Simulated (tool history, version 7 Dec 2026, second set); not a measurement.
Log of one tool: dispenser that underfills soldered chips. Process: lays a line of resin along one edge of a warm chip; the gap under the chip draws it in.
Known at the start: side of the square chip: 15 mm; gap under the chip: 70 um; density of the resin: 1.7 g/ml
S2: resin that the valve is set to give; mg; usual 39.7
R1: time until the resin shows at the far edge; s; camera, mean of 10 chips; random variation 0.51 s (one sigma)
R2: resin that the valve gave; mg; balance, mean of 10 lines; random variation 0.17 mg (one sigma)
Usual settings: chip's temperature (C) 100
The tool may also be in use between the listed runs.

run 1 day=0.000 | chip's_temperature_(C)=100 S2=39.7 | R1=86.1 R2=39.29
-- day=0.042 new syringe of resin
run 2 day=0.288 | chip's_temperature_(C)=105 S2=39.7 | R1=46.9 R2=39.25
run 3 day=0.617 | chip's_temperature_(C)=105 S2=39.7 | R1=66.0 R2=39.15
-- day=0.725 new syringe of resin
run 4 day=1.017 | chip's_temperature_(C)=105 S2=39.7 | R1=49.3 R2=39.22
-- day=1.383 new syringe of resin
run 5 day=1.425 | chip's_temperature_(C)=105 S2=39.7 | R1=36.7 R2=39.09
run 6 day=1.754 | chip's_temperature_(C)=105 S2=39.7 | R1=53.2 R2=38.87
-- day=2.058 new syringe of resin
run 7 day=2.271 | chip's_temperature_(C)=105 S2=39.7 | R1=46.7 R2=38.69
run 8 day=2.488 | chip's_temperature_(C)=100 S2=42.3 | R1=69.9 R2=41.28
-- day=2.717 new syringe of resin
run 9 day=2.971 | chip's_temperature_(C)=95 S2=42.3 | R1=67.9 R2=40.74
-- day=3.379 dispensing valve cleaned and set on the balance
-- day=3.429 new syringe of resin
run 10 day=3.479 | chip's_temperature_(C)=95 S2=42.3 | R1=54.7 R2=41.94
run 11 day=3.746 | chip's_temperature_(C)=95 S2=39.7 | R1=72.4 R2=39.55
run 12 day=3.946 | chip's_temperature_(C)=101 S2=39.7 | R1=71.1 R2=39.11
-- day=4.088 new syringe of resin
run 13 day=4.279 | chip's_temperature_(C)=100 S2=39.7 | R1=53.3 R2=39.40
run 14 day=4.533 | chip's_temperature_(C)=100 S2=41.4 | R1=69.5 R2=40.94
-- day=4.767 new syringe of resin
run 15 day=4.946 | chip's_temperature_(C)=112 S2=40.6 | R1=33.2 R2=40.24
run 16 day=5.279 | chip's_temperature_(C)=103 S2=50.9 | R1=65.2 R2=50.33
-- day=5.450 new syringe of resin
run 17 day=5.679 | chip's_temperature_(C)=103 S2=50.9 | R1=50.3 R2=50.28
-- day=6.108 new syringe of resin
run 18 day=6.129 | chip's_temperature_(C)=103 S2=50.9 | R1=38.4 R2=49.76
run 19 day=6.400 | chip's_temperature_(C)=101 S2=50.4 | R1=54.6 R2=48.74
-- day=6.775 new syringe of resin
run 20 day=6.900 | chip's_temperature_(C)=101 S2=50.4 | R1=48.2 R2=49.26
run 21 day=7.112 | chip's_temperature_(C)=101 S2=50.4 | R1=59.4 R2=49.25
-- day=7.183 stage's temperature calibrated
-- day=7.471 new syringe of resin
run 22 day=7.554 | chip's_temperature_(C)=101 S2=50.4 | R1=42.7 R2=49.10
run 23 day=7.796 | chip's_temperature_(C)=106 S2=39.7 | R1=47.2 R2=38.08
-- day=7.938 dispensing valve cleaned and set on the balance
-- day=8.179 new syringe of resin
run 24 day=8.192 | chip's_temperature_(C)=89 S2=39.7 | R1=65.3 R2=39.16
run 25 day=8.450 | chip's_temperature_(C)=96 S2=40.6 | R1=64.6 R2=40.48
-- day=8.842 new syringe of resin
run 26 day=8.842 | chip's_temperature_(C)=91 S2=39.7 | R1=60.1 R2=39.53
run 27 day=9.250 | chip's_temperature_(C)=107 S2=43.4 | R1=48.5 R2=42.60
-- day=9.496 new syringe of resin
run 28 day=9.683 | chip's_temperature_(C)=107 S2=43.4 | R1=38.5 R2=42.62

Forecast each of these 5 alternatives for the next run:
run A day=10.067 | chip's_temperature_(C)=92 S2=40.6 | R1=? R2=?
run B day=10.067 | chip's_temperature_(C)=107 S2=43.2 | R1=? R2=?
run C day=10.067 | chip's_temperature_(C)=114 S2=39.5 | R1=? R2=?
run D day=10.067 | chip's_temperature_(C)=101 S2=36.9 | R1=? R2=?
run E day=10.067 | chip's_temperature_(C)=115 S2=41.3 | R1=? R2=?

run=A R1=106.5 R2=39.67
run=B R1=58.7 R2=42.20
run=C R1=45.7 R2=38.70
run=D R1=75.8 R2=36.03
run=E R1=43.6 R2=40.43
Without the tool's hidden state the same runs would have given:
run=A R1=57.9 R2=40.48
run=B R1=32.1 R2=43.06
run=C R1=24.8 R2=39.50
run=D R1=41.1 R2=36.77
run=E R1=23.6 R2=41.26
